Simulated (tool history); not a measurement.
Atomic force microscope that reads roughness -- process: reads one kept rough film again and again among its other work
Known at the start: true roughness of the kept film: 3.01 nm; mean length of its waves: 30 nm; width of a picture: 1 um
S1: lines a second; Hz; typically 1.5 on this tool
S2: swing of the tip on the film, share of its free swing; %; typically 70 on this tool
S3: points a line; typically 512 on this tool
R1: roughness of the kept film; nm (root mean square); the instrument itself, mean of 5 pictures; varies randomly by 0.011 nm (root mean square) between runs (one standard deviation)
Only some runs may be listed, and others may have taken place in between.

{"run": 1, "hour": 0.0, "S1": 1.5, "S2": 70, "S3": 512, "R1": 2.285}
{"run": 2, "hour": 25.4, "S1": 1.5, "S2": 70, "S3": 512, "R1": 2.216}
{"run": 3, "hour": 46.2, "S1": 1.5, "S2": 70, "S3": 512, "R1": 2.149}
{"hour": 59.3, "done": "new tip fitted"}
{"run": 4, "hour": 67.4, "S1": 1.5, "S2": 62, "S3": 512, "R1": 2.613}
{"run": 5, "hour": 87.3, "S1": 1.5, "S2": 62, "S3": 512, "R1": 2.528}
{"run": 6, "hour": 102.2, "S1": 1.5, "S2": 80, "S3": 512, "R1": 2.236}
{"run": 7, "hour": 121.6, "S1": 1.5, "S2": 71, "S3": 512, "R1": 2.28}
{"run": 8, "hour": 147.4, "S1": 1.5, "S2": 71, "S3": 512, "R1": 2.171}
{"hour": 165.1, "done": "new tip fitted"}
{"run": 9, "hour": 165.9, "S1": 1.5, "S2": 71, "S3": 512, "R1": 2.561}
{"run": 10, "hour": 177.5, "S1": 1.5, "S2": 70, "S3": 512, "R1": 2.493}
{"run": 11, "hour": 192.6, "S1": 1.5, "S2": 70, "S3": 512, "R1": 2.433}
{"run": 12, "hour": 214.0, "S1": 1.5, "S2": 70, "S3": 512, "R1": 2.332}
{"run": 13, "hour": 225.2, "S1": 1.5, "S2": 70, "S3": 512, "R1": 2.293}
{"run": 14, "hour": 248.7, "S1": 1.5, "S2": 70, "S3": 512, "R1": 2.217}
{"hour": 270.5, "done": "new tip fitted"}
{"run": 15, "hour": 270.5, "S1": 1.5, "S2": 70, "S3": 326, "R1": 2.556}
{"run": 16, "hour": 296.7, "S1": 1.5, "S2": 70, "S3": 385, "R1": 2.42}
{"run": 17, "hour": 309.3, "S1": 1.5, "S2": 66, "S3": 962, "R1": 2.437}

Run 18 comes next. What will it give?
{"hour": 312.7, "done": "height scale calibrated on a step standard"}
{"run": 18, "hour": 321.6, "S1": 0.89, "S2": 66, "S3": 962, "R1": "?"}

{"run 18": {"R1": 2.446}}
With no hidden state in the tool, this same run would have given R1 2.701 nm (root mean square).
